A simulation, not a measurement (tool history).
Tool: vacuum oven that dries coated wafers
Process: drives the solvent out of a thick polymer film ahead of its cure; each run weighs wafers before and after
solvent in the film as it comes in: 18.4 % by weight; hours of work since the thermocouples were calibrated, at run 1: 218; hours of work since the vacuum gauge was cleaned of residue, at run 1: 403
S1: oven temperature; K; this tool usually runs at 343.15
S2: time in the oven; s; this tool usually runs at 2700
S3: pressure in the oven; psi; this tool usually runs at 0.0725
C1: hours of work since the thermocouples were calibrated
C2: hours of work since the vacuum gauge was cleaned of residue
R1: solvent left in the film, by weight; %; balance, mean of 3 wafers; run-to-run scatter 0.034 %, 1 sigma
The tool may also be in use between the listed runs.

run	hour	S1	S2	S3	C1	C2	R1
1	0.0	343.15	2700	0.0725	218	403	2.63
2	19.3	343.15	2700	0.0725	227	412	2.66
3	38.8	343.15	2700	0.0725	236	421	2.61
4	58.8	343.15	3360	0.0725	245	430	1.84
5	73.6	343.15	3360	0.0725	252	436	1.84
6	95.7	343.15	3360	0.0725	262	447	1.84
7	109.6	343.15	3360	0.0725	268	453	1.81
8	123.5	352.15	3360	0.0725	275	459	0.84
9	147.2	352.15	3360	0.0725	286	470	0.79
10	162.4	352.15	3360	0.0725	293	477	0.80
11	181.7	343.15	2700	0.0706	301	486	2.64
12	194.4	343.15	3420	0.0706	307	492	1.79
13	218.7	343.15	3420	0.0706	318	503	1.84
14	232.0	356.15	3420	0.0706	324	509	0.46
15	256.8	343.15	2700	0.0725	336	520	2.66
16	286.2	343.15	2700	0.0725	349	533	2.77
17	311.3	337.15	2700	0.0725	360	545	4.01
18	334.2	343.15	2700	0.1478	371	555	3.13
19	352.6	343.15	4020	0.0725	379	564	1.36
20	374.9	343.15	4020	0.0725	389	574	1.35
# hour 378.9: vacuum gauge cleaned of residue and calibrated
21	393.0	333.15	2700	0.0725	397	6	5.16
22	414.7	333.15	2700	0.0725	407	16	5.25
23	428.3	333.15	2700	0.0725	413	23	5.22
24	444.7	333.15	2700	0.0725	421	30	5.14
25	465.5	333.15	2700	0.0725	430	40	5.16
26	477.9	356.15	2700	0.1407	436	45	1.00
27	492.3	343.15	1680	0.2007	442	52	5.67
28	510.3	343.15	1680	0.2007	451	60	5.58
29	524.8	341.15	2700	0.0538	457	67	3.14
30	537.8	357.15	2700	0.0725	463	72	0.82
# hour 557.0: vacuum gauge cleaned of residue and calibrated, once more
31	567.7	343.15	1680	0.0499	476	5	4.92
32	592.4	344.15	2700	0.1298	487	16	2.77
33	617.1	341.15	1860	0.1298	499	27	5.20
34	631.3	343.15	2640	0.1872	505	34	3.37
35	647.8	343.15	3540	0.1777	513	41	2.25
36	677.5	343.15	3540	0.1777	526	55	2.29
37	699.4	332.15	3900	0.0725	536	65	3.51
38	716.4	348.15	2280	0.0656	544	73	2.42
39	731.8	348.15	2280	0.0656	551	80	2.40
40	748.9	341.15	1380	0.0806	559	88	6.51
41	764.0	334.15	1980	0.2690	566	94	7.63
42	791.8	337.15	2220	0.2690	578	107	6.15
43	812.9	335.15	2460	0.2467	588	117	6.29
44	836.1	329.15	3840	0.0725	599	127	4.40
45	848.2	354.15	1560	0.1594	604	133	3.20
46	876.6	331.15	1860	0.0493	617	146	7.61
47	894.8	343.15	2700	0.1687	625	154	3.20

Consider 3 possible next runs. They are alternatives, not a sequence: every one starts from the tool as it was left by run 47. What does each give?
A	921.1	343.15	2700	0.0464	637	166	?
B	921.1	346.15	2700	0.0399	637	166	?
C	921.1	343.15	1440	0.0725	637	166	?

run	R1
A	2.60
B	2.09
C	5.82
With the hidden condition removed and each run's random variation left untouched, the same runs would have given:
run	R1
A	2.45
B	1.96
C	5.64
